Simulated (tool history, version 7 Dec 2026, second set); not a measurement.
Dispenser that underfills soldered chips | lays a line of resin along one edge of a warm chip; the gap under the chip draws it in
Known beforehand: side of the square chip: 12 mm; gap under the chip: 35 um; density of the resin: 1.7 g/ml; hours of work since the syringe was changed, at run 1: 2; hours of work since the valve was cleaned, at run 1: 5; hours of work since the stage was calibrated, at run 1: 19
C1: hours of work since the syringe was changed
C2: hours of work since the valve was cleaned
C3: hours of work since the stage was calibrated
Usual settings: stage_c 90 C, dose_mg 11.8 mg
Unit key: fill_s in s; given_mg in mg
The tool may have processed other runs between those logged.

run 1 hour=0 | stage_c=90 dose_mg=11.8 | C1=2 C2=5 C3=19 | fill_s=64.3 given_mg=11.75
run 2 hour=3.2 | stage_c=90 dose_mg=15.1 | C1=5 C2=7 C3=22 | fill_s=67.4 given_mg=15.07
run 3 hour=10.1 | stage_c=90 dose_mg=15.1 | C1=9 C2=12 C3=26 | fill_s=79.6 given_mg=14.99
-- hour=11.4 new syringe of resin
run 4 hour=15.5 | stage_c=90 dose_mg=14.7 | C1=3 C2=15 C3=30 | fill_s=63.3 given_mg=14.54
run 5 hour=20 | stage_c=90 dose_mg=14.7 | C1=6 C2=18 C3=33 | fill_s=70.5 given_mg=14.51
-- hour=26.5 new syringe of resin
run 6 hour=27.8 | stage_c=90 dose_mg=10.6 | C1=1 C2=23 C3=38 | fill_s=62.6 given_mg=10.45
run 7 hour=31 | stage_c=82 dose_mg=11.8 | C1=3 C2=25 C3=40 | fill_s=93.2 given_mg=11.53
run 8 hour=37 | stage_c=82 dose_mg=11.8 | C1=7 C2=30 C3=44 | fill_s=106.9 given_mg=11.53
-- hour=41.6 new syringe of resin
run 9 hour=41.7 | stage_c=90 dose_mg=15.2 | C1=0 C2=33 C3=47 | fill_s=57.1 given_mg=14.86
run 10 hour=45 | stage_c=90 dose_mg=15.2 | C1=2 C2=35 C3=49 | fill_s=62.2 given_mg=14.89
run 11 hour=52.1 | stage_c=82 dose_mg=11.8 | C1=7 C2=40 C3=54 | fill_s=110.4 given_mg=11.48
run 12 hour=56 | stage_c=90 dose_mg=11.8 | C1=10 C2=42 C3=57 | fill_s=83.9 given_mg=11.44
-- hour=56.7 new syringe of resin
run 13 hour=60.5 | stage_c=90 dose_mg=11.8 | C1=3 C2=45 C3=60 | fill_s=65.1 given_mg=11.47
run 14 hour=64.9 | stage_c=90 dose_mg=11.8 | C1=6 C2=48 C3=63 | fill_s=72 given_mg=11.45
run 15 hour=69.8 | stage_c=90 dose_mg=11.8 | C1=9 C2=51 C3=66 | fill_s=81.4 given_mg=11.39
-- hour=71.7 new syringe of resin
-- hour=75.5 dispensing valve cleaned and set on the balance
run 16 hour=75.5 | stage_c=90 dose_mg=10.6 | C1=2 C2=0 C3=69 | fill_s=66.6 given_mg=10.59
run 17 hour=80.5 | stage_c=90 dose_mg=10.6 | C1=5 C2=3 C3=72 | fill_s=74.4 given_mg=10.58
run 18 hour=85.2 | stage_c=101 dose_mg=10.6 | C1=8 C2=7 C3=76 | fill_s=50.9 given_mg=10.55
-- hour=87.9 new syringe of resin
run 19 hour=88.9 | stage_c=101 dose_mg=10.6 | C1=1 C2=9 C3=78 | fill_s=38.3 given_mg=10.5
run 20 hour=92.7 | stage_c=104 dose_mg=13.5 | C1=3 C2=11 C3=80 | fill_s=35.6 given_mg=13.38
run 21 hour=98.6 | stage_c=104 dose_mg=13.5 | C1=7 C2=16 C3=84 | fill_s=40.8 given_mg=13.33
-- hour=102.9 new syringe of resin
run 22 hour=103.8 | stage_c=76 dose_mg=12 | C1=1 C2=19 C3=88 | fill_s=113.3 given_mg=11.85
run 23 hour=108.4 | stage_c=76 dose_mg=12 | C1=4 C2=22 C3=91 | fill_s=129.8 given_mg=11.8
run 24 hour=114.8 | stage_c=94 dose_mg=10.4 | C1=8 C2=26 C3=95 | fill_s=69.3 given_mg=10.2
-- hour=117.7 new syringe of resin
run 25 hour=122.9 | stage_c=94 dose_mg=10.4 | C1=3 C2=32 C3=101 | fill_s=60.6 given_mg=10.18
run 26 hour=126 | stage_c=81 dose_mg=11.2 | C1=6 C2=34 C3=103 | fill_s=113.2 given_mg=10.95
run 27 hour=129.7 | stage_c=97 dose_mg=10.6 | C1=8 C2=36 C3=105 | fill_s=60.8 given_mg=10.3
-- hour=132.8 new syringe of resin
run 28 hour=137.7 | stage_c=97 dose_mg=10.6 | C1=3 C2=41 C3=110 | fill_s=52.2 given_mg=10.25
run 29 hour=141 | stage_c=97 dose_mg=11.6 | C1=6 C2=44 C3=113 | fill_s=52.8 given_mg=11.25
run 30 hour=145.5 | stage_c=97 dose_mg=11.6 | C1=9 C2=47 C3=116 | fill_s=59.4 given_mg=11.22
-- hour=147.7 new syringe of resin
run 31 hour=149.5 | stage_c=97 dose_mg=11.6 | C1=1 C2=49 C3=118 | fill_s=46.6 given_mg=11.17
run 32 hour=156.5 | stage_c=97 dose_mg=11.6 | C1=6 C2=54 C3=123 | fill_s=53.8 given_mg=11.13
-- hour=158.1 dispensing valve cleaned and set on the balance
run 33 hour=161.2 | stage_c=85 dose_mg=11.4 | C1=8 C2=2 C3=125 | fill_s=101.7 given_mg=11.32
-- hour=163.8 new syringe of resin
run 34 hour=164.7 | stage_c=103 dose_mg=10.3 | C1=1 C2=4 C3=128 | fill_s=37.2 given_mg=10.21
run 35 hour=168.4 | stage_c=94 dose_mg=10.3 | C1=3 C2=7 C3=130 | fill_s=59.2 given_mg=10.18
run 36 hour=174.3 | stage_c=94 dose_mg=10.3 | C1=7 C2=11 C3=134 | fill_s=67.5 given_mg=10.13

Results per run with the tool's hidden condition removed, run-to-run variation unchanged:
Hidden conditions of the tool in this case: resin's viscosity, % of fresh resin's; dose that the valve gives, % of what is set; true chip temperature over the reading, C; drift of the gauge itself on fill_s, %; drift of the gauge itself on given_mg, %.
run=1 fill_s=58.2 given_mg=11.77
run=2 fill_s=56.4 given_mg=15.12
run=3 fill_s=56.7 given_mg=15.09
run=4 fill_s=56.5 given_mg=14.67
run=5 fill_s=56.4 given_mg=14.68
run=6 fill_s=60.6 given_mg=10.6
run=7 fill_s=83.6 given_mg=11.73
run=8 fill_s=83 given_mg=11.75
run=9 fill_s=56.5 given_mg=15.18
run=10 fill_s=56.9 given_mg=15.24
run=11 fill_s=84.8 given_mg=11.79
run=12 fill_s=58.6 given_mg=11.78
run=13 fill_s=57.7 given_mg=11.83
run=14 fill_s=57.5 given_mg=11.84
run=15 fill_s=57.8 given_mg=11.8
run=16 fill_s=60.9 given_mg=10.59
run=17 fill_s=60.4 given_mg=10.61
run=18 fill_s=36.7 given_mg=10.61
run=19 fill_s=36.9 given_mg=10.57
run=20 fill_s=31.4 given_mg=13.49
run=21 fill_s=31.1 given_mg=13.48
run=22 fill_s=108.6 given_mg=12.01
run=23 fill_s=111.3 given_mg=11.99
run=24 fill_s=50.7 given_mg=10.4
run=25 fill_s=51.8 given_mg=10.41
run=26 fill_s=89.5 given_mg=11.22
run=27 fill_s=43.9 given_mg=10.57
run=28 fill_s=45.2 given_mg=10.57
run=29 fill_s=42.3 given_mg=11.61
run=30 fill_s=42.6 given_mg=11.61
run=31 fill_s=43.4 given_mg=11.57
run=32 fill_s=42.2 given_mg=11.58
run=33 fill_s=73.9 given_mg=11.39
run=34 fill_s=35.4 given_mg=10.28
run=35 fill_s=51.5 given_mg=10.27
run=36 fill_s=50.9 given_mg=10.25

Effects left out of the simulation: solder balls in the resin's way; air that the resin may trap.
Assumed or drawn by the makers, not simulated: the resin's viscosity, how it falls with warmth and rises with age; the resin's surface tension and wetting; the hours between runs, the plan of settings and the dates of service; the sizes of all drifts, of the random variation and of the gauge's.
